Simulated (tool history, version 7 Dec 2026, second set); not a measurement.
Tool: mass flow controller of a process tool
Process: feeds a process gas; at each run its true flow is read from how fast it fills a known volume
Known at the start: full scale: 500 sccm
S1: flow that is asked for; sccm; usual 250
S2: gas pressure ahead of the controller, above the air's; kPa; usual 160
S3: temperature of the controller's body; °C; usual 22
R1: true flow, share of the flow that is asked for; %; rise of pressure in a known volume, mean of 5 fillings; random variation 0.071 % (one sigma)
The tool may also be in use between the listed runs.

run	hour	S1	S2	S3	R1
1	0.0	250	160	22	99.65
2	312.5	250	160	22	99.86
3	511.9	250	160	22	99.76
4	862.9	250	160	23	99.72
5	1214.6	250	160	28	99.40
6	1623.3	250	160	22	99.82
7	1906.6	250	160	29	99.38
# hour 2041.6: controller's zero set anew
8	2148.7	250	160	29	99.34
9	2416.5	209	160	22	99.85
10	2647.0	250	160	22	100.17
11	3016.2	378	160	22	100.24
12	3336.8	378	160	22	100.28
13	3688.0	378	160	22	100.45
14	4045.6	378	160	22	100.66
15	4401.4	250	160	26	100.08
16	4692.8	250	160	22	100.50
17	4896.4	250	160	22	100.45
18	5129.1	250	160	22	100.46
19	5357.1	250	160	22	100.66
20	5583.5	461	160	29	100.29
21	5965.7	461	160	29	100.37
22	6205.4	76	160	35	99.32
23	6559.7	127	160	35	99.57
24	6924.5	250	207	20	101.46
# hour 7020.7: controller exchanged for a calibrated one
25	7283.4	62	160	28	100.18
26	7561.7	62	160	28	100.08
27	7921.3	250	208	22	101.42
28	8223.8	250	149	23	100.89
29	8581.8	250	160	31	100.22

Run 30 comes next. What will it give?
30	8749.3	103	258	21	?

R1: 101.73 %
Without the tool's hidden state the same run would have given R1 100.23 %.
